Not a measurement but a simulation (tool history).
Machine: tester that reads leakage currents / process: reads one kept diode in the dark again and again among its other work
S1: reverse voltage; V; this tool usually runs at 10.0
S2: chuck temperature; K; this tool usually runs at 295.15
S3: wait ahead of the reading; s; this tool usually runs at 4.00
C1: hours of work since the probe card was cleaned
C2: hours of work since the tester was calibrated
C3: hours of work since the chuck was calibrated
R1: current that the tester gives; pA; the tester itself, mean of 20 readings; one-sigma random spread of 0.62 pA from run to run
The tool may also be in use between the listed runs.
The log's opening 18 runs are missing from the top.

run	hour	S1	S2	S3	C1	C2	C3	R1
19	718.6	10.0	295.15	4.00	835	618	680	220.97
20	772.7	10.0	295.15	4.00	857	639	702	223.12
21	806.4	10.0	300.15	3.37	871	653	715	323.96
22	851.8	10.0	300.15	3.37	889	671	733	322.11
23	883.1	2.6	301.15	1.49	901	684	746	162.51
24	926.2	10.0	310.15	4.00	919	701	763	660.46
25	954.8	17.6	325.15	0.92	930	713	775	2439.72
26	984.0	17.6	294.15	0.92	942	724	787	290.69
27	1020.2	3.5	296.15	4.00	957	739	801	133.33
28	1067.0	1.5	295.15	4.00	975	758	820	76.46
29	1110.0	1.5	295.15	4.00	993	775	837	77.08
30	1153.7	1.5	295.15	4.00	1010	793	855	76.69
31	1209.8	1.5	295.15	4.00	1033	815	877	76.88
32	1237.2	2.6	332.15	4.98	1044	826	888	1289.50
33	1261.1	7.0	295.15	4.00	1053	836	898	183.40
34	1303.6	11.6	295.15	1.04	1070	853	915	248.46
35	1341.4	10.0	328.15	4.00	1086	868	930	2169.67
36	1368.9	1.8	325.15	1.57	1097	879	941	687.64
37	1420.9	10.0	295.15	4.00	1118	900	962	226.38
38	1467.4	17.5	329.15	0.41	1136	919	981	3188.42
39	1503.7	17.5	329.15	0.41	1151	933	996	3168.04
40	1541.4	17.5	329.15	0.41	1166	949	1011	3171.91

Forecast each of these 3 alternatives for the next run:
A	1584.8	16.3	329.15	0.58	1184	966	1028	?
B	1584.8	1.6	295.15	4.00	1184	966	1028	?
C	1584.8	2.8	295.15	8.28	1184	966	1028	?

run	R1
A	3069.41
B	81.34
C	111.67
With the hidden condition removed and each run's random variation left untouched, the same runs would have given:
run	R1
A	2828.61
B	73.21
C	100.43
